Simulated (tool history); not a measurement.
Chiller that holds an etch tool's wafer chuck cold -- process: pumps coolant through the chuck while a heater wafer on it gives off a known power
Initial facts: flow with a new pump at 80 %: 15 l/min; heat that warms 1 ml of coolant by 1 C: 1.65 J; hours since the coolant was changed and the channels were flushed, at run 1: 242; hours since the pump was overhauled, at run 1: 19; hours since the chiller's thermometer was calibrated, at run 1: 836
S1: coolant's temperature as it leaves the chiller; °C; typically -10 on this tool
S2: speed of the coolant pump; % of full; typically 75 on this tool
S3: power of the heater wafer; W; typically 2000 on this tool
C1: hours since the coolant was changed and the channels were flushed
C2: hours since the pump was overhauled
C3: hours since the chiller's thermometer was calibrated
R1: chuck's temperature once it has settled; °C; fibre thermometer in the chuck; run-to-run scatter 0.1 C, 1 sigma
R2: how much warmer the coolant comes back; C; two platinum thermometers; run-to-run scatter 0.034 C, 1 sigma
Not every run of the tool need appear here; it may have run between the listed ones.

Run 1, day 0: usual settings; C1 242; C2 19; C3 836. Result: R1 9 °C, R2 5.25 C.
Run 2, day 2.075: usual settings but S2 66 % of full; C1 291; C2 69; C3 885. Result: R1 11.9 °C, R2 6.01 C.
Run 3, day 4.046: usual settings but S2 66 % of full; C1 339; C2 116; C3 933. Result: R1 11.9 °C, R2 5.98 C.
Run 4, day 5.546: usual settings but S2 66 % of full; C1 375; C2 152; C3 969. Result: R1 11.7 °C, R2 6.04 C.
Run 5, day 6.962: usual settings but S2 66 % of full; C1 409; C2 186; C3 1003. Result: R1 11.8 °C, R2 5.95 C.
Run 6, day 9.233: usual settings but S2 66 % of full; C1 463; C2 240; C3 1057. Result: R1 11.9 °C, R2 6.04 C.

Predict the results of run 7:
Run 7, day 10.729: usual settings but S2 65 % of full; C1 499; C2 276; C3 1093. Result: R1 ?, R2 ?.

{"run 7": {"R1": 12, "R2": 6.09}}
The same run, on a tool lacking any hidden state, would have yielded R1 11.7 °C, R2 6.09 C.
